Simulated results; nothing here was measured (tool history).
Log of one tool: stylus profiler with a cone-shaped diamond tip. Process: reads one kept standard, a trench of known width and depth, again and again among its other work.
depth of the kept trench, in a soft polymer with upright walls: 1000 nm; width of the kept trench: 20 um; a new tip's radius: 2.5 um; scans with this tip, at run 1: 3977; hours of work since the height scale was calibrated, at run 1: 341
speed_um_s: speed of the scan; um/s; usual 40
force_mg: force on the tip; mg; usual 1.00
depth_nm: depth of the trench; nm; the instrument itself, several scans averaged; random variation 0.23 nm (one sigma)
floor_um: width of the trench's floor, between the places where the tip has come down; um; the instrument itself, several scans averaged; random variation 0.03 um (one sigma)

run	day	speed_um_s	force_mg	scans with this tip	hours of work since the height scale was calibrated	depth_nm	floor_um
1	0.000	40	1.00	3977	341	1008.40	15.73
2	0.762	40	1.00	4088	350	1008.31	15.75
3	1.450	40	1.00	4188	359	1007.95	15.72
4	1.821	40	1.00	4241	364	1008.10	15.78
5	2.608	40	1.00	4356	373	1008.04	15.75
6	3.250	40	1.00	4449	381	1007.95	15.73
7	4.054	40	1.00	4565	391	1008.12	15.76
8	4.692	40	1.00	4658	399	1008.20	15.73
9	5.408	40	1.00	4762	408	1007.86	15.77
10	6.062	40	1.00	4857	416	1008.11	15.76
11	6.729	40	1.00	4953	425	1008.26	15.72
12	7.167	40	1.00	5017	430	1008.22	15.72
13	7.938	114	1.00	5129	440	1008.44	15.25
14	8.550	40	0.96	5217	447	1007.50	15.77
15	8.988	40	0.96	5281	453	1008.20	15.70
16	9.675	40	0.96	5381	461	1007.94	15.71
17	10.346	63	1.00	5478	470	1008.12	15.59
18	11.079	42	1.00	5585	479	1008.45	15.73
19	11.454	42	1.00	5639	483	1008.20	15.72
20	11.862	42	1.00	5698	488	1008.14	15.75
21	12.296	43	0.35	5761	494	1003.97	15.55
22	12.896	35	1.51	5848	501	1010.82	15.77
23	13.392	114	1.28	5920	507	1009.84	15.40
24	14.029	27	1.02	6013	515	1007.91	15.86
25	14.575	27	0.51	6092	522	1004.85	15.75
26	14.946	27	0.51	6145	527	1005.05	15.75

5 ways to go on from here, each from the tool as it stands after run 26. What would each give?
A	15.462	14	0.38	6220	533	?	?
B	15.462	13	0.51	6220	533	?	?
C	15.462	40	0.53	6220	533	?	?
D	15.462	13	1.84	6220	533	?	?
E	15.462	36	0.67	6220	533	?	?

run	depth_nm	floor_um
A	1004.27	15.89
B	1004.81	15.90
C	1005.77	15.59
D	1012.23	15.94
E	1006.68	15.76
Without the tool's hidden state the same runs would have given:
run	depth_nm	floor_um
A	1004.26	15.90
B	1004.80	15.91
C	1005.76	15.60
D	1012.22	15.94
E	1006.67	15.77

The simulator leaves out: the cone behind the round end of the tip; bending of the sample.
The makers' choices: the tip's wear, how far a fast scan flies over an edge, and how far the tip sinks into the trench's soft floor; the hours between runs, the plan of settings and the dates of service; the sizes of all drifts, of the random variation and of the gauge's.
